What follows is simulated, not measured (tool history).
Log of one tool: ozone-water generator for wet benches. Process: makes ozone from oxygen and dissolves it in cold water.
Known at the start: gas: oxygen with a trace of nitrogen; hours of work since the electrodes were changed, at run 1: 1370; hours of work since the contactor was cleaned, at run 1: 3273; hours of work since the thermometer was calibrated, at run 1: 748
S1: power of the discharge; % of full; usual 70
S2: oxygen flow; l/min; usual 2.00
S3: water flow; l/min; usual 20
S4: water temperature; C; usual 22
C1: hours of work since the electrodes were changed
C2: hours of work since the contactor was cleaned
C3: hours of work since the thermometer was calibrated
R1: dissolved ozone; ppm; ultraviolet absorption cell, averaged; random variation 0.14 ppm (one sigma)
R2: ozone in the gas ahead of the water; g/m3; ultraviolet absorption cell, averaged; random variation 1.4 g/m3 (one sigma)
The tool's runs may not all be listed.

run 1 hour=0.0 | S1=70 S2=2.00 S3=20 S4=22 | C1=1370 C2=3273 C3=748 | R1=14.5 R2=251.5
run 2 hour=46.5 | S1=70 S2=2.00 S3=20 S4=22 | C1=1400 C2=3304 C3=778 | R1=14.5 R2=250.7
run 3 hour=115.4 | S1=70 S2=2.00 S3=20 S4=22 | C1=1445 C2=3348 C3=823 | R1=14.5 R2=253.2
run 4 hour=183.1 | S1=47 S2=2.00 S3=20 S4=22 | C1=1489 C2=3392 C3=867 | R1=11.8 R2=200.9
run 5 hour=223.6 | S1=47 S2=2.00 S3=20 S4=22 | C1=1515 C2=3419 C3=893 | R1=11.7 R2=201.3
run 6 hour=292.7 | S1=47 S2=2.00 S3=20 S4=22 | C1=1560 C2=3464 C3=938 | R1=11.5 R2=201.1
run 7 hour=358.6 | S1=61 S2=2.00 S3=20 S4=22 | C1=1603 C2=3506 C3=981 | R1=13.5 R2=230.4
run 8 hour=400.2 | S1=61 S2=2.00 S3=20 S4=22 | C1=1630 C2=3533 C3=1008 | R1=13.4 R2=232.2
run 9 hour=435.6 | S1=61 S2=2.00 S3=20 S4=22 | C1=1653 C2=3556 C3=1031 | R1=13.3 R2=229.6
run 10 hour=512.1 | S1=61 S2=2.00 S3=20 S4=22 | C1=1702 C2=3606 C3=1081 | R1=13.2 R2=230.3
run 11 hour=573.3 | S1=61 S2=2.00 S3=20 S4=22 | C1=1742 C2=3646 C3=1120 | R1=13.2 R2=232.3
run 12 hour=606.6 | S1=61 S2=2.00 S3=20 S4=22 | C1=1764 C2=3668 C3=1142 | R1=13.0 R2=230.3
run 13 hour=674.4 | S1=61 S2=2.00 S3=20 S4=22 | C1=1808 C2=3712 C3=1186 | R1=13.2 R2=230.5
run 14 hour=728.2 | S1=70 S2=2.00 S3=20 S4=22 | C1=1843 C2=3747 C3=1221 | R1=14.3 R2=247.7
run 15 hour=788.9 | S1=70 S2=2.00 S3=19 S4=22 | C1=1882 C2=3786 C3=1260 | R1=14.7 R2=243.3
run 16 hour=861.7 | S1=70 S2=1.68 S3=20 S4=22 | C1=1930 C2=3833 C3=1308 | R1=13.3 R2=262.0
run 17 hour=911.9 | S1=70 S2=1.68 S3=20 S4=22 | C1=1962 C2=3866 C3=1340 | R1=13.3 R2=263.3
run 18 hour=949.7 | S1=70 S2=1.07 S3=20 S4=17 | C1=1987 C2=3890 C3=1365 | R1=11.3 R2=313.6
-- hour=957.2 water thermometer calibrated
run 19 hour=995.5 | S1=70 S2=1.07 S3=20 S4=17 | C1=2016 C2=3920 C3=25 | R1=11.2 R2=312.7
run 20 hour=1045.5 | S1=70 S2=1.07 S3=20 S4=17 | C1=2049 C2=3952 C3=57 | R1=11.1 R2=315.1
run 21 hour=1112.0 | S1=42 S2=2.46 S3=20 S4=22 | C1=2092 C2=3996 C3=101 | R1=11.4 R2=172.9
run 22 hour=1178.4 | S1=95 S2=2.00 S3=28 S4=22 | C1=2135 C2=4039 C3=144 | R1=11.7 R2=287.4
run 23 hour=1210.5 | S1=70 S2=1.72 S3=20 S4=24 | C1=2156 C2=4059 C3=164 | R1=12.8 R2=256.6
run 24 hour=1279.8 | S1=83 S2=3.50 S3=24 S4=28 | C1=2201 C2=4105 C3=210 | R1=14.1 R2=212.4
run 25 hour=1356.6 | S1=83 S2=3.50 S3=15 S4=28 | C1=2251 C2=4154 C3=259 | R1=19.8 R2=210.6
run 26 hour=1394.2 | S1=83 S2=3.50 S3=15 S4=28 | C1=2275 C2=4179 C3=284 | R1=20.0 R2=211.2
-- hour=1413.6 water thermometer calibrated, once more
run 27 hour=1467.5 | S1=94 S2=2.00 S3=25 S4=28 | C1=2323 C2=4226 C3=35 | R1=12.4 R2=284.2
run 28 hour=1536.6 | S1=70 S2=2.81 S3=20 S4=23 | C1=2367 C2=4271 C3=80 | R1=14.9 R2=211.3
run 29 hour=1578.4 | S1=70 S2=2.93 S3=17 S4=14 | C1=2395 C2=4298 C3=107 | R1=19.2 R2=208.1
run 30 hour=1651.7 | S1=70 S2=1.93 S3=17 S4=22 | C1=2442 C2=4346 C3=155 | R1=15.4 R2=244.5
run 31 hour=1694.4 | S1=70 S2=1.93 S3=16 S4=16 | C1=2470 C2=4374 C3=182 | R1=17.5 R2=242.7
run 32 hour=1754.5 | S1=70 S2=1.93 S3=16 S4=16 | C1=2509 C2=4413 C3=221 | R1=17.4 R2=244.0
run 33 hour=1820.1 | S1=70 S2=1.93 S3=16 S4=16 | C1=2552 C2=4455 C3=264 | R1=17.5 R2=243.1

Forecast each of these 3 alternatives for the next run:
run A hour=1857.5 | S1=70 S2=1.45 S3=19 S4=29 | C1=2576 C2=4480 C3=288 | R1=? R2=?
run B hour=1857.5 | S1=70 S2=2.00 S3=20 S4=29 | C1=2576 C2=4480 C3=288 | R1=? R2=?
run C hour=1857.5 | S1=99 S2=2.36 S3=16 S4=22 | C1=2576 C2=4480 C3=288 | R1=? R2=?

run=A R1=12.2 R2=276.0
run=B R1=12.6 R2=238.6
run=C R1=20.9 R2=268.6
Without the tool's hidden state the same runs would have given:
run=A R1=14.4 R2=303.9
run=B R1=14.9 R2=262.7
run=C R1=25.0 R2=301.1
